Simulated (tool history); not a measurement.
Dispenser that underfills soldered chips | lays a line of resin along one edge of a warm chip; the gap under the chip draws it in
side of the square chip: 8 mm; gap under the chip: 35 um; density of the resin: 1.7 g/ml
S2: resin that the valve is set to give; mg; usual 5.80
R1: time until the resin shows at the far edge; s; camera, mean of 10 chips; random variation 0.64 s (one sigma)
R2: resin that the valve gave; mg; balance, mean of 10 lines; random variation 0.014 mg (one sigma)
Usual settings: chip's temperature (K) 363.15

Run 1, hour 0.0: usual settings. Result: R1 73.3 s, R2 5.65 mg.
At hour 6.4: new syringe of resin.
Run 2, hour 8.3: usual settings. Result: R1 61.2 s, R2 5.65 mg.
At hour 12.4: dispensing valve cleaned and set on the balance.
Run 3, hour 14.0: usual settings but chip's temperature (K) 351.15. Result: R1 105.3 s, R2 5.79 mg.
At hour 20.4: new syringe of resin.
Run 4, hour 20.5: usual settings but chip's temperature (K) 351.15. Result: R1 85.9 s, R2 5.79 mg.
Run 5, hour 24.9: usual settings. Result: R1 68.5 s, R2 5.81 mg.
Run 6, hour 30.5: usual settings. Result: R1 87.3 s, R2 5.77 mg.
At hour 33.0: new syringe of resin.
Run 7, hour 37.7: usual settings. Result: R1 67.7 s, R2 5.76 mg.
Run 8, hour 43.4: usual settings. Result: R1 84.2 s, R2 5.73 mg.
At hour 45.7: new syringe of resin.
Run 9, hour 48.7: usual settings. Result: R1 62.9 s, R2 5.74 mg.
Run 10, hour 53.0: usual settings. Result: R1 74.2 s, R2 5.69 mg.
At hour 58.3: new syringe of resin.
Run 11, hour 61.1: usual settings. Result: R1 64.1 s, R2 5.70 mg.
Run 12, hour 65.3: usual settings. Result: R1 76.5 s, R2 5.68 mg.
At hour 71.2: new syringe of resin.
Run 13, hour 72.6: usual settings. Result: R1 60.1 s, R2 5.68 mg.
Run 14, hour 77.6: usual settings. Result: R1 73.5 s, R2 5.65 mg.
At hour 84.1: new syringe of resin.
Run 15, hour 86.1: usual settings but S2 5.10 mg. Result: R1 63.9 s, R2 4.96 mg.
At hour 89.9: dispensing valve cleaned and set on the balance.
Run 16, hour 93.1: usual settings but chip's temperature (K) 349.15, S2 5.92 mg. Result: R1 119.0 s, R2 5.91 mg.
At hour 98.0: new syringe of resin.
Run 17, hour 99.3: usual settings but chip's temperature (K) 366.15, S2 5.36 mg. Result: R1 56.2 s, R2 5.33 mg.
Run 18, hour 105.9: usual settings but chip's temperature (K) 359.15, S2 7.07 mg. Result: R1 84.9 s, R2 7.03 mg.
At hour 110.6: new syringe of resin.
Run 19, hour 114.4: usual settings but chip's temperature (K) 359.15, S2 7.07 mg. Result: R1 72.3 s, R2 7.06 mg.
Run 20, hour 121.9: usual settings but chip's temperature (K) 359.15, S2 7.07 mg. Result: R1 97.1 s, R2 6.97 mg.
At hour 123.5: new syringe of resin.
Run 21, hour 127.5: usual settings but chip's temperature (K) 358.15, S2 5.12 mg. Result: R1 79.0 s, R2 5.07 mg.
At hour 136.4: new syringe of resin.
Run 22, hour 137.4: usual settings but chip's temperature (K) 358.15, S2 5.12 mg. Result: R1 69.3 s, R2 5.04 mg.
Run 23, hour 147.0: usual settings but chip's temperature (K) 377.15, S2 5.43 mg. Result: R1 57.7 s, R2 5.32 mg.
At hour 149.1: new syringe of resin.
Run 24, hour 154.7: usual settings but chip's temperature (K) 367.15, S2 7.40 mg. Result: R1 60.6 s, R2 7.21 mg.
Run 25, hour 160.5: usual settings but chip's temperature (K) 367.15, S2 7.40 mg. Result: R1 75.3 s, R2 7.18 mg.
At hour 162.2: new syringe of resin.
At hour 167.4: dispensing valve cleaned and set on the balance.
Run 26, hour 171.4: usual settings but chip's temperature (K) 354.15, S2 7.04 mg. Result: R1 103.5 s, R2 7.02 mg.
At hour 175.9: new syringe of resin.
Run 27, hour 180.3: usual settings but chip's temperature (K) 354.15, S2 7.04 mg. Result: R1 89.5 s, R2 6.98 mg.
Run 28, hour 186.5: usual settings but chip's temperature (K) 354.15, S2 7.04 mg. Result: R1 113.0 s, R2 6.98 mg.
At hour 188.4: new syringe of resin.
Run 29, hour 192.9: usual settings but chip's temperature (K) 367.15, S2 6.64 mg. Result: R1 57.2 s, R2 6.56 mg.

Forecast each of these 3 alternatives for the next run:
Run A, hour 200.0: usual settings but chip's temperature (K) 359.15. Result: R1 ?, R2 ?.
Run B, hour 200.0: usual settings but chip's temperature (K) 375.15, S2 5.15 mg. Result: R1 ?, R2 ?.
Run C, hour 200.0: usual settings but S2 5.01 mg. Result: R1 ?, R2 ?.

run    R1    R2
  A  98.0  5.72
  B  63.6  5.09
  C  90.1  4.97
Without the tool's hidden state the same runs would have given:
run    R1    R2
  A  63.9  5.79
  B  41.5  5.15
  C  58.6  5.03
